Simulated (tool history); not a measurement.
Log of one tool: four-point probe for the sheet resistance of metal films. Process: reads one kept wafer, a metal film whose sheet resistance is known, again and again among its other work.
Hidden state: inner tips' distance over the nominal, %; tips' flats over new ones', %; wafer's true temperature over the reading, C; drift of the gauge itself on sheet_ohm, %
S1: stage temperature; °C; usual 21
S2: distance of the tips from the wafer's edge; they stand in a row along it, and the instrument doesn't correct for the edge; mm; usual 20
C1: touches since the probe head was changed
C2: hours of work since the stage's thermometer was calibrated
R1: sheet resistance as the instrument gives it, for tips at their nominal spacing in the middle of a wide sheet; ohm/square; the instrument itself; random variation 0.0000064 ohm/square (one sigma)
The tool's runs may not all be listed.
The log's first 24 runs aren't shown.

run 25 hour=896.2 | S1=21 S2=17 | C1=94592 C2=1024 | R1=0.031845
run 26 hour=921.1 | S1=32 S2=45 | C1=95974 C2=1041 | R1=0.031367
run 27 hour=963.6 | S1=32 S2=45 | C1=98327 C2=1070 | R1=0.031370
run 28 hour=995.1 | S1=23 S2=22 | C1=100068 C2=1092 | R1=0.031747
run 29 hour=1027.8 | S1=29 S2=11 | C1=101877 C2=1114 | R1=0.031611
run 30 hour=1055.8 | S1=19 S2=21 | C1=103429 C2=1133 | R1=0.031885
run 31 hour=1090.5 | S1=19 S2=21 | C1=105349 C2=1157 | R1=0.031905
run 32 hour=1134.0 | S1=32 S2=3 | C1=107755 C2=1187 | R1=0.033113
run 33 hour=1157.5 | S1=20 S2=42 | C1=109057 C2=1203 | R1=0.031829
run 34 hour=1209.1 | S1=21 S2=16 | C1=111912 C2=1239 | R1=0.031849
run 35 hour=1260.4 | S1=34 S2=4 | C1=114753 C2=1274 | R1=0.032299
run 36 hour=1286.5 | S1=22 S2=8 | C1=116199 C2=1292 | R1=0.032020
run 37 hour=1319.5 | S1=23 S2=10 | C1=118022 C2=1315 | R1=0.031869
run 38 hour=1347.7 | S1=26 S2=5 | C1=119588 C2=1334 | R1=0.032247
run 39 hour=1394.9 | S1=26 S2=5 | C1=122198 C2=1367 | R1=0.032246
run 40 hour=1440.9 | S1=26 S2=5 | C1=124746 C2=1398 | R1=0.032255
run 41 hour=1475.6 | S1=27 S2=21 | C1=126663 C2=1422 | R1=0.031589
run 42 hour=1508.3 | S1=27 S2=21 | C1=128474 C2=1445 | R1=0.031577
run 43 hour=1554.2 | S1=21 S2=46 | C1=131015 C2=1476 | R1=0.031788
run 44 hour=1605.8 | S1=19 S2=3 | C1=133874 C2=1512 | R1=0.033659
run 45 hour=1633.8 | S1=23 S2=13 | C1=135423 C2=1531 | R1=0.031802

3 ways to go on from here, each from the tool as it stands after run 45. What would each give?
run A hour=1660.6 | S1=24 S2=13 | C1=136904 C2=1549 | R1=?
run B hour=1660.6 | S1=28 S2=6 | C1=136904 C2=1549 | R1=?
run C hour=1660.6 | S1=28 S2=17 | C1=136904 C2=1549 | R1=?

run=A R1=0.031770
run=B R1=0.031978
run=C R1=0.031564
Without the tool's hidden state the same runs would have given:
run=A R1=0.031766
run=B R1=0.031974
run=C R1=0.031560

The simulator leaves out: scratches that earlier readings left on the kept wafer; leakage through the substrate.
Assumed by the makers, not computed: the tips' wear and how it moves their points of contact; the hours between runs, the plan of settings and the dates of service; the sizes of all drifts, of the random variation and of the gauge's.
